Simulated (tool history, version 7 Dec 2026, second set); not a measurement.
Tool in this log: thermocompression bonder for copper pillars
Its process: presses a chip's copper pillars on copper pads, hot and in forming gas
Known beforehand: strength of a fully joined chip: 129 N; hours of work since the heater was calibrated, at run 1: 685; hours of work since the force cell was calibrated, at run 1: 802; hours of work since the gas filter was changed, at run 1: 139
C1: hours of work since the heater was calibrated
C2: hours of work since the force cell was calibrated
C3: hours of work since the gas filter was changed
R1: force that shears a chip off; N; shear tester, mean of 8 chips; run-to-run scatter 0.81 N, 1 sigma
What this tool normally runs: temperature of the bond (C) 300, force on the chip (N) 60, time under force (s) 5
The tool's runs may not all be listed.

{"run": 1, "hour": 0.0, "temperature of the bond (C)": 300, "force on the chip (N)": 60, "time under force (s)": 5, "C1": 685, "C2": 802, "C3": 139, "R1": 95}
{"run": 2, "hour": 21.9, "temperature of the bond (C)": 300, "force on the chip (N)": 50, "time under force (s)": 5, "C1": 701, "C2": 819, "C3": 155, "R1": 86.3}
{"run": 3, "hour": 37.7, "temperature of the bond (C)": 300, "force on the chip (N)": 60, "time under force (s)": 5, "C1": 713, "C2": 831, "C3": 167, "R1": 92.9}
{"run": 4, "hour": 58.3, "temperature of the bond (C)": 300, "force on the chip (N)": 51, "time under force (s)": 5, "C1": 729, "C2": 846, "C3": 183, "R1": 86.4}
{"run": 5, "hour": 74.6, "temperature of the bond (C)": 300, "force on the chip (N)": 51, "time under force (s)": 5, "C1": 741, "C2": 858, "C3": 195, "R1": 84.8}
{"run": 6, "hour": 101.3, "temperature of the bond (C)": 300, "force on the chip (N)": 60, "time under force (s)": 5, "C1": 761, "C2": 879, "C3": 215, "R1": 92.5}
{"run": 7, "hour": 117.1, "temperature of the bond (C)": 300, "force on the chip (N)": 60, "time under force (s)": 5, "C1": 773, "C2": 890, "C3": 227, "R1": 92.1}
{"run": 8, "hour": 134.8, "temperature of the bond (C)": 300, "force on the chip (N)": 60, "time under force (s)": 5, "C1": 786, "C2": 904, "C3": 241, "R1": 92}
{"run": 9, "hour": 167.2, "temperature of the bond (C)": 300, "force on the chip (N)": 60, "time under force (s)": 5, "C1": 811, "C2": 928, "C3": 265, "R1": 92.7}
{"run": 10, "hour": 188.4, "temperature of the bond (C)": 300, "force on the chip (N)": 60, "time under force (s)": 13, "C1": 827, "C2": 944, "C3": 281, "R1": 108.5}
{"run": 11, "hour": 207.9, "temperature of the bond (C)": 300, "force on the chip (N)": 60, "time under force (s)": 10, "C1": 842, "C2": 959, "C3": 296, "R1": 104.1}
{"run": 12, "hour": 231.1, "temperature of the bond (C)": 300, "force on the chip (N)": 60, "time under force (s)": 10, "C1": 859, "C2": 976, "C3": 313, "R1": 102.2}
{"run": 13, "hour": 263.4, "temperature of the bond (C)": 300, "force on the chip (N)": 60, "time under force (s)": 10, "C1": 884, "C2": 1001, "C3": 338, "R1": 102.6}
{"run": 14, "hour": 293.0, "temperature of the bond (C)": 300, "force on the chip (N)": 60, "time under force (s)": 7, "C1": 906, "C2": 1023, "C3": 360, "R1": 94.3}
{"run": 15, "hour": 309.3, "temperature of the bond (C)": 287, "force on the chip (N)": 40, "time under force (s)": 3, "C1": 918, "C2": 1036, "C3": 372, "R1": 49.5}
{"hour": 313.9, "done": "heater calibrated with a thermocouple chip"}
{"run": 16, "hour": 346.5, "temperature of the bond (C)": 287, "force on the chip (N)": 40, "time under force (s)": 3, "C1": 25, "C2": 1062, "C3": 399, "R1": 52.4}

For run 17, what comes out?
{"run": 17, "hour": 376.5, "temperature of the bond (C)": 290, "force on the chip (N)": 60, "time under force (s)": 5, "C1": 47, "C2": 1085, "C3": 422, "R1": "?"}

Run 17 yielded R1 82.9 N.
Had the tool carried no hidden state, the very same run would have given R1 86.1 N.
